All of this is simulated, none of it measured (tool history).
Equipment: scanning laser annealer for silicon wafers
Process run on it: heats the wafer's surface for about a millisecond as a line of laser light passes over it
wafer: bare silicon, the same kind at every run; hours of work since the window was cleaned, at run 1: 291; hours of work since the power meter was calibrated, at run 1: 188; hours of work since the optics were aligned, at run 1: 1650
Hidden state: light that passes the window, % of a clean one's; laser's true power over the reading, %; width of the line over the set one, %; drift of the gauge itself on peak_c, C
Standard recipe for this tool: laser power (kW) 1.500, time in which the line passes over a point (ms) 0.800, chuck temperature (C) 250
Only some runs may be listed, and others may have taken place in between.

run    day  laser power (kW)  time in which the line passes over a point (ms)  chuck temperature (C)  hours of work since the window was cleaned  hours of work since the power meter was calibrated  hours of work since the optics were aligned  highest temperature of the surface (C)
  1  0.000             1.500                                            0.800                    250                                         291                                                 188                                         1650                                    1009
  2  0.433             1.500                                            0.800                    250                                         297                                                 194                                         1655                                    1010
  3  0.896             1.500                                            0.800                    250                                         303                                                 200                                         1661                                    1010
  4  1.250             1.500                                            0.800                    250                                         307                                                 204                                         1665                                    1008
  5  1.725             1.500                                            0.800                    283                                         313                                                 210                                         1671                                    1042
  6  2.100             1.500                                            0.800                    283                                         318                                                 215                                         1676                                    1040
  7  2.546             1.393                                            0.913                    221                                         324                                                 220                                         1682                                     965
  8  2.738             1.393                                            0.913                    221                                         326                                                 223                                         1684                                     961
  9  3.108             1.500                                            0.638                    230                                         331                                                 227                                         1689                                     904
 10  3.354             1.559                                            0.800                    269                                         334                                                 231                                         1692                                    1053
 11  3.646             1.559                                            0.800                    254                                         337                                                 234                                         1696                                    1036
     3.771  -- window over the wafer cleaned
 12  4.162             1.493                                            0.890                    274                                           5                                                 240                                         1701                                    1116

What if the next run were any one of these 4? Each begins from the tool's condition after run 12:
  A  4.450             1.500                                            0.585                    236                                           9                                                 243                                         1705                                       ?
  B  4.450             1.346                                            0.879                    223                                           9                                                 243                                         1705                                       ?
  C  4.450             1.576                                            0.830                    280                                           9                                                 243                                         1705                                       ?
  D  4.450             1.490                                            0.647                    250                                           9                                                 243                                         1705                                       ?

run  highest temperature of the surface (C)
  A                                     921
  B                                     971
  C                                    1145
  D                                     966
Without the tool's unlogged condition, the same runs would have read:
run  highest temperature of the surface (C)
  A                                     942
  B                                     994
  C                                    1172
  D                                     989
